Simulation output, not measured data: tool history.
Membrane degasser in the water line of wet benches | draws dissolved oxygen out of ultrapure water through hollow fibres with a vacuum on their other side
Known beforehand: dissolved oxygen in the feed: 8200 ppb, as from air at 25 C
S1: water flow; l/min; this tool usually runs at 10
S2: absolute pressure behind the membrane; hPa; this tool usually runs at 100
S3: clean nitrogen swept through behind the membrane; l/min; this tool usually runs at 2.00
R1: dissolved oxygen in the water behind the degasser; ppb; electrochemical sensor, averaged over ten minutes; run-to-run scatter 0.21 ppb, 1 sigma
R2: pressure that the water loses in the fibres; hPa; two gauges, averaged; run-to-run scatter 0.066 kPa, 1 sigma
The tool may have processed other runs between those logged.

| run | hour | S1 | S2 | S3 | R1 | R2 |
|---|---|---|---|---|---|---|
| 1 | 0.0 | 10 | 100 | 2.00 | 88.3 | 257.6 |
| 2 | 127.3 | 10 | 100 | 2.00 | 88.0 | 257.1 |
| 3 | 231.5 | 10 | 100 | 2.00 | 88.0 | 257.0 |
| 4 | 330.1 | 10 | 100 | 2.00 | 88.1 | 257.0 |
| 5 | 452.8 | 10 | 100 | 2.00 | 88.5 | 257.3 |
| 6 | 584.1 | 10 | 100 | 2.00 | 88.8 | 256.3 |
| 7 | 649.7 | 10 | 203 | 2.00 | 213.2 | 257.4 |
| 8 | 771.0 | 10 | 100 | 2.00 | 88.6 | 256.8 |
|  | 818.9 | seals of the vacuum lines changed |
| 9 | 885.9 | 10 | 100 | 1.27 | 131.8 | 256.2 |
| 10 | 995.9 | 10 | 100 | 1.27 | 132.0 | 258.6 |
| 11 | 1106.2 | 10 | 100 | 1.57 | 108.8 | 256.9 |
| 12 | 1240.0 | 10 | 100 | 1.57 | 108.4 | 255.9 |
| 13 | 1331.1 | 10 | 100 | 1.57 | 108.9 | 258.1 |
| 14 | 1401.4 | 10 | 100 | 2.00 | 86.8 | 259.2 |
| 15 | 1472.7 | 10 | 100 | 2.00 | 86.7 | 258.6 |
| 16 | 1602.1 | 10 | 100 | 2.00 | 86.7 | 258.2 |
| 17 | 1694.5 | 10 | 100 | 2.00 | 86.8 | 258.4 |
| 18 | 1764.1 | 13 | 64 | 1.91 | 63.9 | 335.0 |
| 19 | 1850.5 | 7 | 88 | 2.14 | 47.4 | 180.9 |
| 20 | 1962.7 | 7 | 88 | 2.14 | 47.0 | 181.7 |
| 21 | 2071.9 | 10 | 224 | 2.00 | 233.8 | 258.1 |
| 22 | 2175.1 | 6 | 120 | 4.47 | 30.8 | 154.6 |
| 23 | 2277.5 | 14 | 73 | 4.47 | 45.1 | 360.8 |
| 24 | 2380.0 | 12 | 78 | 2.55 | 61.0 | 309.7 |
| 25 | 2436.8 | 6 | 128 | 3.23 | 46.1 | 156.1 |
| 26 | 2568.4 | 6 | 128 | 3.23 | 46.0 | 154.7 |
| 27 | 2655.7 | 13 | 76 | 1.34 | 113.7 | 336.7 |
|  | 2695.5 | vacuum gauge calibrated |
| 28 | 2753.9 | 13 | 77 | 4.61 | 39.5 | 337.2 |
| 29 | 2857.8 | 14 | 160 | 2.00 | 222.9 | 362.9 |
| 30 | 2988.2 | 14 | 160 | 2.00 | 223.6 | 362.4 |
| 31 | 3112.9 | 14 | 160 | 2.00 | 223.9 | 362.8 |

5 ways to go on from here, each from the tool as it stands after run 31. What would each give?
| A | 3178.8 | 15 | 159 | 2.00 | ? | ? |
| B | 3178.8 | 15 | 117 | 1.47 | ? | ? |
| C | 3178.8 | 14 | 197 | 2.00 | ? | ? |
| D | 3178.8 | 7 | 160 | 2.00 | ? | ? |
| E | 3178.8 | 13 | 225 | 1.12 | ? | ? |

| run | R1 | R2 |
|---|---|---|
| A | 239.3 | 388.1 |
| B | 216.9 | 388.2 |
| C | 281.7 | 362.6 |
| D | 111.1 | 181.7 |
| E | 505.3 | 337.1 |
With the hidden condition removed and each run's random variation left untouched, the same runs would have given:
| run | R1 | R2 |
|---|---|---|
| A | 237.1 | 383.1 |
| B | 215.1 | 383.2 |
| C | 279.4 | 358.0 |
| D | 109.7 | 179.4 |
| E | 502.3 | 332.8 |
